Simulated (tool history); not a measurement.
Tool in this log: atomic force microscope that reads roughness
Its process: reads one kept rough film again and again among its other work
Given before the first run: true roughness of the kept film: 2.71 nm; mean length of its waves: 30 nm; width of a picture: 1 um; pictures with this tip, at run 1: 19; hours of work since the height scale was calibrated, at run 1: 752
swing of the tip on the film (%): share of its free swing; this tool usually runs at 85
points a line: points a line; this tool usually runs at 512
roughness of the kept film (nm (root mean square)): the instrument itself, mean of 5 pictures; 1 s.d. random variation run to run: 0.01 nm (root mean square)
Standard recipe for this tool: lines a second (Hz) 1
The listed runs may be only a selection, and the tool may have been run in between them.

run,hour,lines a second (Hz),swing of the tip on the film (%),points a line,pictures with this tip,hours of work since the height scale was calibrated,roughness of the kept film (nm (root mean square))
1,0,1,85,512,19,752,2.305
2,70.6,1,78,512,119,795,2.319
# hour 116.2: new tip fitted
3,117.4,1,85,487,2,823,2.288
4,154.5,1,85,302,54,846,2.293
5,199.3,1,85,302,117,873,2.278
# hour 244.5: new tip fitted
6,247.6,1,85,302,5,903,2.286
7,277.6,1,85,512,47,921,2.299
8,310.5,1,62,512,93,941,2.376
9,357.7,1,85,273,160,970,2.279
# hour 374.9: new tip fitted
10,405.8,1,85,273,43,999,2.274
11,449.5,1,82,273,105,1026,2.299
# hour 507.5: new tip fitted
12,514.3,1,82,273,9,1066,2.298
13,550.6,1,85,512,61,1088,2.31
14,614.9,1,85,512,151,1127,2.313
# hour 636.5: new tip fitted
15,685.4,1,85,512,69,1170,2.313
16,737.1,1,85,512,142,1202,2.329
# hour 765.8: new tip fitted
17,802.6,1,85,512,51,1242,2.308
18,865.7,3.14,85,512,140,1281,2.101
# hour 896.1: new tip fitted
19,901.4,3.75,85,512,7,1302,2.064
20,955.2,3.19,72,553,83,1335,2.252
21,1006.2,3.19,72,553,155,1366,2.237
# hour 1024.8: new tip fitted
22,1039.5,3.19,72,553,21,1387,2.243
23,1107.5,3.48,80,508,117,1428,2.142
# hour 1155.1: new tip fitted
24,1155.1,2.36,61,638,0,1457,2.357
25,1186.8,2.62,85,371,45,1477,2.184
26,1255.3,2.62,85,371,142,1519,2.161
# hour 1286.3: new tip fitted
27,1289.1,1.29,57,294,4,1539,2.365
28,1335.2,3.02,76,490,69,1567,2.204
29,1380.4,0.87,82,800,132,1595,2.334
# hour 1416.9: new tip fitted
30,1432.3,1,88,693,22,1627,2.297
31,1468.4,2.07,88,885,73,1649,2.19
32,1516.5,0.71,81,512,141,1678,2.339
# hour 1547.5: new tip fitted
33,1558.6,1,65,512,15,1704,2.383
34,1615.3,1.15,60,460,95,1738,2.363
35,1670.1,1,63,628,172,1772,2.382
# hour 1679.9: new tip fitted
36,1714.2,1,63,437,48,1799,2.38
37,1753.7,1,63,908,104,1823,2.397

How the hidden state differs across the entries between the runs, from the last listed run before each to the first after it:
Run 2 -> run 3: new tip fitted (hour 116.2)
  radius of the tip, nm: 10.2 -> 10
Run 5 -> run 6: new tip fitted (hour 244.5)
  radius of the tip, nm: 10.2 -> 10
Run 9 -> run 10: new tip fitted (hour 374.9)
  radius of the tip, nm: 10.3 -> 10.1
Run 11 -> run 12: new tip fitted (hour 507.5)
  radius of the tip, nm: 10.2 -> 10
Run 14 -> run 15: new tip fitted (hour 636.5)
  radius of the tip, nm: 10.3 -> 10.1
Run 16 -> run 17: new tip fitted (hour 765.8)
  radius of the tip, nm: 10.2 -> 10.1
Run 18 -> run 19: new tip fitted (hour 896.1)
  radius of the tip, nm: 10.3 -> 10
Run 21 -> run 22: new tip fitted (hour 1024.8)
  radius of the tip, nm: 10.3 -> 10
Run 23 -> run 24: new tip fitted (hour 1155.1)
  radius of the tip, nm: 10.2 -> 10
Run 26 -> run 27: new tip fitted (hour 1286.3)
  radius of the tip, nm: 10.2 -> 10
Run 29 -> run 30: new tip fitted (hour 1416.9)
  radius of the tip, nm: 10.2 -> 10
Run 32 -> run 33: new tip fitted (hour 1547.5)
  radius of the tip, nm: 10.3 -> 10
Run 35 -> run 36: new tip fitted (hour 1679.9)
  radius of the tip, nm: 10.3 -> 10.1
